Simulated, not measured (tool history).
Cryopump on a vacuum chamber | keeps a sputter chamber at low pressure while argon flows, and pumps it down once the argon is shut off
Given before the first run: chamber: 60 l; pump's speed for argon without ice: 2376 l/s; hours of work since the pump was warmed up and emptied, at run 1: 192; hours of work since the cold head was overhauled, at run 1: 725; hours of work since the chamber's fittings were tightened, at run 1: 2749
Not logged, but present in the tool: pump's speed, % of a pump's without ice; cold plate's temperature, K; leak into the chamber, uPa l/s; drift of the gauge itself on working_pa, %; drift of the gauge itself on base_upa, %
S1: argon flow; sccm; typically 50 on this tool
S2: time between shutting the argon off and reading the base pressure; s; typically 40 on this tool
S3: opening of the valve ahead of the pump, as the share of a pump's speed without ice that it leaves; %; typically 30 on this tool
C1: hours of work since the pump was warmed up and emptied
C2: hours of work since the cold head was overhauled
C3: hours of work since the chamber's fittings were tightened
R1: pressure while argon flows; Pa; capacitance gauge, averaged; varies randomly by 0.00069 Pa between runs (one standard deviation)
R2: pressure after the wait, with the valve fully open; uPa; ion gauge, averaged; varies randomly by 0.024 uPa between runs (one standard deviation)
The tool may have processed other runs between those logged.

{"run": 1, "hour": 0.0, "S1": 50, "S2": 40, "S3": 30, "C1": 192, "C2": 725, "C3": 2749, "R1": 0.123, "R2": 2.09}
{"run": 2, "hour": 32.5, "S1": 50, "S2": 40, "S3": 30, "C1": 212, "C2": 744, "C3": 2769, "R1": 0.1233, "R2": 2.11}
{"run": 3, "hour": 64.3, "S1": 50, "S2": 40, "S3": 30, "C1": 231, "C2": 763, "C3": 2788, "R1": 0.1248, "R2": 2.15}
{"run": 4, "hour": 84.2, "S1": 50, "S2": 40, "S3": 30, "C1": 243, "C2": 775, "C3": 2800, "R1": 0.1243, "R2": 2.2}
{"run": 5, "hour": 124.1, "S1": 50, "S2": 40, "S3": 30, "C1": 267, "C2": 799, "C3": 2824, "R1": 0.1259, "R2": 2.15}
{"run": 6, "hour": 152.5, "S1": 50, "S2": 40, "S3": 30, "C1": 284, "C2": 816, "C3": 2841, "R1": 0.1267, "R2": 2.2}
{"run": 7, "hour": 190.2, "S1": 50, "S2": 40, "S3": 30, "C1": 307, "C2": 839, "C3": 2864, "R1": 0.1264, "R2": 2.2}
{"run": 8, "hour": 231.4, "S1": 58, "S2": 40, "S3": 30, "C1": 331, "C2": 864, "C3": 2889, "R1": 0.1475, "R2": 2.27}
{"run": 9, "hour": 251.6, "S1": 58, "S2": 40, "S3": 30, "C1": 343, "C2": 876, "C3": 2901, "R1": 0.1483, "R2": 2.28}
{"run": 10, "hour": 289.6, "S1": 50, "S2": 40, "S3": 27, "C1": 366, "C2": 899, "C3": 2924, "R1": 0.1423, "R2": 2.37}
{"run": 11, "hour": 332.6, "S1": 50, "S2": 40, "S3": 27, "C1": 392, "C2": 925, "C3": 2950, "R1": 0.1425, "R2": 2.43}
{"run": 12, "hour": 376.8, "S1": 50, "S2": 40, "S3": 27, "C1": 419, "C2": 951, "C3": 2976, "R1": 0.1424, "R2": 2.44}
{"run": 13, "hour": 397.8, "S1": 50, "S2": 40, "S3": 30, "C1": 432, "C2": 964, "C3": 2989, "R1": 0.1316, "R2": 2.46}
{"run": 14, "hour": 439.1, "S1": 50, "S2": 40, "S3": 30, "C1": 456, "C2": 989, "C3": 3014, "R1": 0.133, "R2": 2.51}
{"run": 15, "hour": 472.1, "S1": 50, "S2": 40, "S3": 30, "C1": 476, "C2": 1009, "C3": 3034, "R1": 0.1327, "R2": 2.54}
{"run": 16, "hour": 515.9, "S1": 42, "S2": 40, "S3": 30, "C1": 503, "C2": 1035, "C3": 3060, "R1": 0.1126, "R2": 2.51}
{"hour": 526.8, "done": "pump warmed up, emptied and cooled again"}
{"run": 17, "hour": 549.9, "S1": 42, "S2": 40, "S3": 30, "C1": 14, "C2": 1053, "C3": 3078, "R1": 0.1009, "R2": 2.17}
{"run": 18, "hour": 582.9, "S1": 42, "S2": 40, "S3": 30, "C1": 34, "C2": 1073, "C3": 3097, "R1": 0.1007, "R2": 2.14}
{"run": 19, "hour": 616.1, "S1": 73, "S2": 207, "S3": 22, "C1": 54, "C2": 1093, "C3": 3117, "R1": 0.2377, "R2": 1.58}
{"run": 20, "hour": 657.0, "S1": 73, "S2": 207, "S3": 22, "C1": 78, "C2": 1117, "C3": 3142, "R1": 0.2397, "R2": 1.58}
{"run": 21, "hour": 684.0, "S1": 79, "S2": 25, "S3": 50, "C1": 95, "C2": 1133, "C3": 3158, "R1": 0.1165, "R2": 2.66}
{"run": 22, "hour": 714.3, "S1": 29, "S2": 124, "S3": 50, "C1": 113, "C2": 1152, "C3": 3177, "R1": 0.0438, "R2": 1.71}
{"run": 23, "hour": 736.8, "S1": 50, "S2": 40, "S3": 29, "C1": 126, "C2": 1165, "C3": 3190, "R1": 0.1265, "R2": 2.23}
{"run": 24, "hour": 759.0, "S1": 20, "S2": 210, "S3": 29, "C1": 140, "C2": 1179, "C3": 3203, "R1": 0.049, "R2": 1.63}
{"run": 25, "hour": 795.1, "S1": 41, "S2": 40, "S3": 52, "C1": 162, "C2": 1200, "C3": 3225, "R1": 0.0602, "R2": 2.26}
{"run": 26, "hour": 832.1, "S1": 33, "S2": 36, "S3": 30, "C1": 184, "C2": 1223, "C3": 3247, "R1": 0.082, "R2": 2.33}
{"run": 27, "hour": 868.0, "S1": 29, "S2": 22, "S3": 30, "C1": 205, "C2": 1244, "C3": 3269, "R1": 0.0724, "R2": 2.87}
{"run": 28, "hour": 903.6, "S1": 81, "S2": 166, "S3": 27, "C1": 227, "C2": 1266, "C3": 3290, "R1": 0.2237, "R2": 1.83}
{"run": 29, "hour": 932.5, "S1": 81, "S2": 52, "S3": 27, "C1": 244, "C2": 1283, "C3": 3308, "R1": 0.2237, "R2": 2.3}
{"run": 30, "hour": 963.8, "S1": 20, "S2": 40, "S3": 38, "C1": 263, "C2": 1302, "C3": 3327, "R1": 0.0396, "R2": 2.43}
{"run": 31, "hour": 1004.2, "S1": 56, "S2": 75, "S3": 38, "C1": 287, "C2": 1326, "C3": 3351, "R1": 0.1148, "R2": 2.09}
{"run": 32, "hour": 1034.4, "S1": 50, "S2": 66, "S3": 30, "C1": 306, "C2": 1344, "C3": 3369, "R1": 0.1277, "R2": 2.2}
{"run": 33, "hour": 1074.3, "S1": 86, "S2": 281, "S3": 23, "C1": 330, "C2": 1368, "C3": 3393, "R1": 0.2816, "R2": 1.95}
{"run": 34, "hour": 1107.7, "S1": 66, "S2": 69, "S3": 23, "C1": 350, "C2": 1389, "C3": 3413, "R1": 0.2174, "R2": 2.29}

What if the next run were any one of these 3? Each begins from the tool's condition after run 34:
{"run": "A", "hour": 1145.6, "S1": 50, "S2": 40, "S3": 21, "C1": 373, "C2": 1411, "C3": 3436, "R1": "?", "R2": "?"}
{"run": "B", "hour": 1145.6, "S1": 30, "S2": 129, "S3": 19, "C1": 373, "C2": 1411, "C3": 3436, "R1": "?", "R2": "?"}
{"run": "C", "hour": 1145.6, "S1": 23, "S2": 289, "S3": 23, "C1": 373, "C2": 1411, "C3": 3436, "R1": "?", "R2": "?"}

run=A R1=0.1796 R2=2.63
run=B R1=0.1207 R2=2.08
run=C R1=0.0765 R2=2
Without the tool's unlogged condition, the same runs would have read:
run=A R1=0.1689 R2=0.86
run=B R1=0.1143 R2=0.34
run=C R1=0.0716 R2=0.23
